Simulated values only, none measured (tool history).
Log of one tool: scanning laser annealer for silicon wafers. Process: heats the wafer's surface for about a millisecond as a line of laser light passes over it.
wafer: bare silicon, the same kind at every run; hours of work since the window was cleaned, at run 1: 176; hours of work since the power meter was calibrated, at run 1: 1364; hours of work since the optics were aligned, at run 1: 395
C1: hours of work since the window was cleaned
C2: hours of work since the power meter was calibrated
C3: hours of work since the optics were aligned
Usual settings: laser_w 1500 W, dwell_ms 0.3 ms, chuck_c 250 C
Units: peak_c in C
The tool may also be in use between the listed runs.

run 1 hour=0 | laser_w=1500 dwell_ms=0.3 chuck_c=250 | C1=176 C2=1364 C3=395 | peak_c=970
run 2 hour=39.3 | laser_w=1500 dwell_ms=0.3 chuck_c=265 | C1=206 C2=1394 C3=426 | peak_c=986
run 3 hour=105.3 | laser_w=1500 dwell_ms=0.3 chuck_c=265 | C1=258 C2=1446 C3=477 | peak_c=981
run 4 hour=178.3 | laser_w=1500 dwell_ms=0.3 chuck_c=265 | C1=314 C2=1502 C3=534 | peak_c=984
run 5 hour=243.4 | laser_w=1500 dwell_ms=0.3 chuck_c=265 | C1=365 C2=1553 C3=584 | peak_c=979
run 6 hour=319.5 | laser_w=1500 dwell_ms=0.365 chuck_c=250 | C1=424 C2=1612 C3=643 | peak_c=1032
run 7 hour=390.1 | laser_w=1500 dwell_ms=0.3 chuck_c=250 | C1=479 C2=1667 C3=698 | peak_c=959
run 8 hour=459.9 | laser_w=1322 dwell_ms=0.3 chuck_c=250 | C1=533 C2=1721 C3=753 | peak_c=879
run 9 hour=534.8 | laser_w=1500 dwell_ms=0.3 chuck_c=250 | C1=592 C2=1780 C3=811 | peak_c=951
run 10 hour=618.9 | laser_w=1500 dwell_ms=0.3 chuck_c=250 | C1=657 C2=1845 C3=876 | peak_c=955
run 11 hour=661.1 | laser_w=1500 dwell_ms=0.3 chuck_c=277 | C1=690 C2=1878 C3=909 | peak_c=981
run 12 hour=739.2 | laser_w=1500 dwell_ms=0.3 chuck_c=277 | C1=751 C2=1938 C3=970 | peak_c=979
run 13 hour=804 | laser_w=1500 dwell_ms=0.3 chuck_c=277 | C1=801 C2=1989 C3=1020 | peak_c=977
-- hour=856.2 window over the wafer cleaned
run 14 hour=897.2 | laser_w=1500 dwell_ms=0.3 chuck_c=277 | C1=32 C2=2060 C3=1091 | peak_c=997
run 15 hour=945.7 | laser_w=1500 dwell_ms=0.3 chuck_c=250 | C1=70 C2=2097 C3=1129 | peak_c=964
run 16 hour=1028.5 | laser_w=1500 dwell_ms=0.3 chuck_c=250 | C1=134 C2=2162 C3=1193 | peak_c=965
run 17 hour=1115 | laser_w=1500 dwell_ms=0.3 chuck_c=250 | C1=201 C2=2229 C3=1260 | peak_c=964
run 18 hour=1162.6 | laser_w=1500 dwell_ms=0.3 chuck_c=250 | C1=238 C2=2266 C3=1297 | peak_c=963
-- hour=1245.6 optics aligned, line set to its width
run 19 hour=1245.6 | laser_w=1377 dwell_ms=0.3 chuck_c=250 | C1=299 C2=2327 C3=0 | peak_c=908
run 20 hour=1290.2 | laser_w=1372 dwell_ms=0.362 chuck_c=254 | C1=334 C2=2361 C3=35 | peak_c=970
run 21 hour=1373.2 | laser_w=1500 dwell_ms=0.3 chuck_c=243 | C1=398 C2=2426 C3=99 | peak_c=955
run 22 hour=1454.8 | laser_w=1500 dwell_ms=0.34 chuck_c=243 | C1=461 C2=2489 C3=163 | peak_c=995
run 23 hour=1506.2 | laser_w=1335 dwell_ms=0.299 chuck_c=213 | C1=501 C2=2529 C3=203 | peak_c=843
run 24 hour=1581.1 | laser_w=1437 dwell_ms=0.29 chuck_c=285 | C1=560 C2=2588 C3=261 | peak_c=951
run 25 hour=1651.8 | laser_w=1609 dwell_ms=0.309 chuck_c=276 | C1=615 C2=2643 C3=316 | peak_c=1046
run 26 hour=1697.3 | laser_w=1424 dwell_ms=0.257 chuck_c=282 | C1=650 C2=2678 C3=351 | peak_c=907
run 27 hour=1784.6 | laser_w=1487 dwell_ms=0.254 chuck_c=236 | C1=718 C2=2746 C3=419 | peak_c=876
run 28 hour=1832.4 | laser_w=1484 dwell_ms=0.297 chuck_c=281 | C1=755 C2=2783 C3=456 | peak_c=971
run 29 hour=1872.9 | laser_w=1484 dwell_ms=0.297 chuck_c=281 | C1=786 C2=2814 C3=488 | peak_c=971
-- hour=1942.4 window over the wafer cleaned
run 30 hour=1951.6 | laser_w=1484 dwell_ms=0.37 chuck_c=281 | C1=7 C2=2874 C3=547 | peak_c=1071
run 31 hour=2002 | laser_w=1484 dwell_ms=0.37 chuck_c=281 | C1=46 C2=2913 C3=587 | peak_c=1067
run 32 hour=2052 | laser_w=1484 dwell_ms=0.37 chuck_c=281 | C1=85 C2=2952 C3=625 | peak_c=1065
run 33 hour=2134.7 | laser_w=1484 dwell_ms=0.22 chuck_c=281 | C1=149 C2=3016 C3=690 | peak_c=894
run 34 hour=2224.4 | laser_w=1484 dwell_ms=0.22 chuck_c=281 | C1=219 C2=3086 C3=759 | peak_c=891
run 35 hour=2263.6 | laser_w=1400 dwell_ms=0.3 chuck_c=217 | C1=250 C2=3117 C3=790 | peak_c=881

Hidden state or all else? Some run-to-run changes of peak_c, split into what the settings, what came in and random variation would give without the hidden state, and what is left for the hidden state (with any gauge scatter that isn't in both results):
The hidden state here: light that passes the window, % of a clean one's; laser's true power over the reading, %; width of the line over the set one, %; drift of the gauge itself on peak_c, C.
Run 13 -> 14: window over the wafer cleaned. peak_c +20 C: hidden state +20, all else +0.
Run 18 -> 19: laser_w 1500 -> 1377, optics aligned, line set to its width. peak_c -55 C: hidden state +6, all else -61.
Run 22 -> 23: laser_w 1500 -> 1335, dwell_ms 0.34 -> 0.299, chuck_c 243 -> 213. peak_c -152 C: hidden state +2, all else -154.
Run 25 -> 26: laser_w 1609 -> 1424, dwell_ms 0.309 -> 0.257, chuck_c 276 -> 282. peak_c -139 C: hidden state +4, all else -143.
Run 29 -> 30: dwell_ms 0.297 -> 0.37, window over the wafer cleaned. peak_c +100 C: hidden state +19, all else +81.
Run 32 -> 33: dwell_ms 0.37 -> 0.22. peak_c -171 C: hidden state +1, all else -172.
